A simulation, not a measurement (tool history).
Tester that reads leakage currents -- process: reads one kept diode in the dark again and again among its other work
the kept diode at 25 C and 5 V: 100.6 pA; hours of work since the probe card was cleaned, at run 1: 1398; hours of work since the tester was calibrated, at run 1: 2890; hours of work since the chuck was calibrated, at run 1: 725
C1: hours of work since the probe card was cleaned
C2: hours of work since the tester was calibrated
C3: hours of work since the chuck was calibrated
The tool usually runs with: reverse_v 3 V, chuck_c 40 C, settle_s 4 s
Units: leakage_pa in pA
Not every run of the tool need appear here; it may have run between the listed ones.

Run 1, hour 0: usual settings; C1 1398; C2 2890; C3 725. Result: leakage_pa 246.58 pA.
Run 2, hour 76.7: usual settings; C1 1452; C2 2944; C3 779. Result: leakage_pa 244.02 pA.
Run 3, hour 188.8: usual settings; C1 1531; C2 3023; C3 858. Result: leakage_pa 242.4 pA.
Run 4, hour 309.9: usual settings; C1 1616; C2 3109; C3 944. Result: leakage_pa 238.86 pA.
Run 5, hour 374.2: usual settings; C1 1661; C2 3154; C3 989. Result: leakage_pa 238.47 pA.
At hour 401.2: chuck's temperature calibrated.
Run 6, hour 501.9: usual settings; C1 1750; C2 3243; C3 71. Result: leakage_pa 274.68 pA.
Run 7, hour 566.6: usual settings but reverse_v 3.24 V; C1 1796; C2 3288; C3 117. Result: leakage_pa 287.12 pA.
Run 8, hour 619.4: usual settings but chuck_c 52 C; C1 1833; C2 3326; C3 154. Result: leakage_pa 682.98 pA.
Run 9, hour 687.8: usual settings but chuck_c 21 C; C1 1881; C2 3374; C3 202. Result: leakage_pa 59.28 pA.
At hour 711.2: probe card cleaned and baked.
Run 10, hour 749.4: usual settings; C1 27; C2 3415; C3 243. Result: leakage_pa 271.83 pA.
Run 11, hour 807.6: usual settings; C1 68; C2 3456; C3 284. Result: leakage_pa 268.68 pA.
Run 12, hour 865.3: usual settings; C1 109; C2 3497; C3 325. Result: leakage_pa 270.15 pA.
Run 13, hour 924.3: usual settings but settle_s 3.2 s; C1 150; C2 3538; C3 367. Result: leakage_pa 268.42 pA.
Run 14, hour 982.9: usual settings; C1 191; C2 3580; C3 408. Result: leakage_pa 265.6 pA.
Run 15, hour 1058.8: usual settings; C1 245; C2 3633; C3 461. Result: leakage_pa 265.4 pA.
Run 16, hour 1148.4: usual settings; C1 308; C2 3696; C3 525. Result: leakage_pa 261.4 pA.
Run 17, hour 1217.6: usual settings; C1 357; C2 3745; C3 573. Result: leakage_pa 261.88 pA.
Run 18, hour 1302.7: usual settings but reverse_v 13.2 V, chuck_c 44 C; C1 417; C2 3805; C3 633. Result: leakage_pa 849.49 pA.

The next listed run, before its measurement:
Run 19, hour 1385.8: usual settings but reverse_v 13.2 V, chuck_c 23 C, settle_s 0.89 s; C1 475; C2 3864; C3 692. Result: leakage_pa ?.

Run 19 yielded leakage_pa 189.86 pA.
If the tool had no hidden condition, the same run with the same run-to-run variation would have returned leakage_pa 150.92 pA.
